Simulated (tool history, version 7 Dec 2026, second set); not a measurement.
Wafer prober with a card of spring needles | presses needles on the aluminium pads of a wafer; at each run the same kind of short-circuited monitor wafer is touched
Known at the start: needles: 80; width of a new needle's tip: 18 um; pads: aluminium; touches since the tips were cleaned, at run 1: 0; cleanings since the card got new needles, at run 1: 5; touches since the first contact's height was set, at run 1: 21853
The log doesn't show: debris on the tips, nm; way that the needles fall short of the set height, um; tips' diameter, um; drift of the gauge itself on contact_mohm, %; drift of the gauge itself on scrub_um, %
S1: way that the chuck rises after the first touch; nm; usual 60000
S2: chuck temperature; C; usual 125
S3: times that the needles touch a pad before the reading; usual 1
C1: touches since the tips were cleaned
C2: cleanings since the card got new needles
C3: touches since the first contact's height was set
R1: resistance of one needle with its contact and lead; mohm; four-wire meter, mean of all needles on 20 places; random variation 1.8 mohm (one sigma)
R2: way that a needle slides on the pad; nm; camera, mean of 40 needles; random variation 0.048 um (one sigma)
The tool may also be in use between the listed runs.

run 1 hour=0.0 | S1=60000 S2=125 S3=1 | C1=0 C2=5 C3=21853 | R1=186 R2=12420
run 2 hour=9.8 | S1=60000 S2=125 S3=1 | C1=2756 C2=5 C3=24609 | R1=217 R2=12360
-- hour=15.0 tips cleaned on abrasive film
run 3 hour=20.3 | S1=60000 S2=125 S3=1 | C1=1492 C2=6 C3=27549 | R1=205 R2=12440
-- hour=30.6 tips cleaned on abrasive film
run 4 hour=33.6 | S1=60000 S2=125 S3=1 | C1=826 C2=7 C3=31251 | R1=198 R2=12370
run 5 hour=45.1 | S1=60000 S2=52 S3=1 | C1=4081 C2=7 C3=34506 | R1=218 R2=12320
-- hour=46.3 tips cleaned on abrasive film
run 6 hour=52.0 | S1=60000 S2=52 S3=1 | C1=1603 C2=8 C3=36411 | R1=196 R2=12400
-- hour=61.2 tips cleaned on abrasive film
run 7 hour=64.3 | S1=56000 S2=87 S3=2 | C1=853 C2=9 C3=39852 | R1=183 R2=11480
run 8 hour=74.4 | S1=55000 S2=28 S3=2 | C1=3700 C2=9 C3=42699 | R1=201 R2=11240
-- hour=76.1 tips cleaned on abrasive film
run 9 hour=80.6 | S1=52000 S2=89 S3=2 | C1=1257 C2=10 C3=44412 | R1=192 R2=10760
-- hour=90.9 tips cleaned on abrasive film
run 10 hour=90.9 | S1=69000 S2=25 S3=2 | C1=0 C2=11 C3=47312 | R1=161 R2=14210
run 11 hour=97.3 | S1=52000 S2=125 S3=1 | C1=1799 C2=11 C3=49111 | R1=221 R2=10680

Measured less the same run without the tool's hidden state. The same run-to-run variation is in both; the gauge's scatter may not be:
run=1 R1=+5 R2=-80
run=2 R1=+38 R2=-80
run=3 R1=+25 R2=-90
run=4 R1=+18 R2=-110
run=5 R1=+55 R2=-120
run=6 R1=+30 R2=-140
run=7 R1=+11 R2=-160
run=8 R1=+37 R2=-160
run=9 R1=+20 R2=-170
run=10 R1=+2 R2=-190
run=11 R1=+37 R2=-190
